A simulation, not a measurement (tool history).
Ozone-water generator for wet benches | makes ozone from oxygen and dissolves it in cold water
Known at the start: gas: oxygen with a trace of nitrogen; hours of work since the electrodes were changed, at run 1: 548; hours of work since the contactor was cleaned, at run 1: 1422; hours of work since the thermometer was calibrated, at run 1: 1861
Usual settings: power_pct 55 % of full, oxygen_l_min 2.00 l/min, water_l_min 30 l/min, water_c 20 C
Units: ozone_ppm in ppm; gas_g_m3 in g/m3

run,hour,power_pct,oxygen_l_min,water_l_min,water_c,hours of work since the electrodes were changed,hours of work since the contactor was cleaned,hours of work since the thermometer was calibrated,ozone_ppm,gas_g_m3
1,0.0,55,2.00,30,20,548,1422,1861,6.5,226.7
2,34.9,55,2.00,30,20,573,1447,1886,6.8,227.2
3,61.7,55,2.00,30,20,592,1466,1905,6.4,227.5
4,82.7,55,2.00,30,20,607,1481,1920,6.6,228.2
5,118.4,55,2.00,30,20,632,1506,1946,6.5,226.2
6,152.9,55,2.00,28,20,657,1531,1970,7.3,224.9
7,172.3,55,2.00,28,13,670,1545,1984,7.4,224.1
8,197.2,55,1.02,31,20,688,1562,2001,4.6,293.0
9,235.0,43,1.45,31,18,715,1589,2028,4.5,213.6
10,270.0,41,2.00,30,20,740,1614,2053,5.6,180.6

Run 11 comes next. What will it give?
11,291.8,41,2.00,30,20,755,1630,2069,?,?

{"run 11": {"ozone_ppm": 5.3, "gas_g_m3": 183.5}}
Without the tool's hidden state the same run would have given ozone_ppm 5.6 ppm, gas_g_m3 186.9 g/m3.
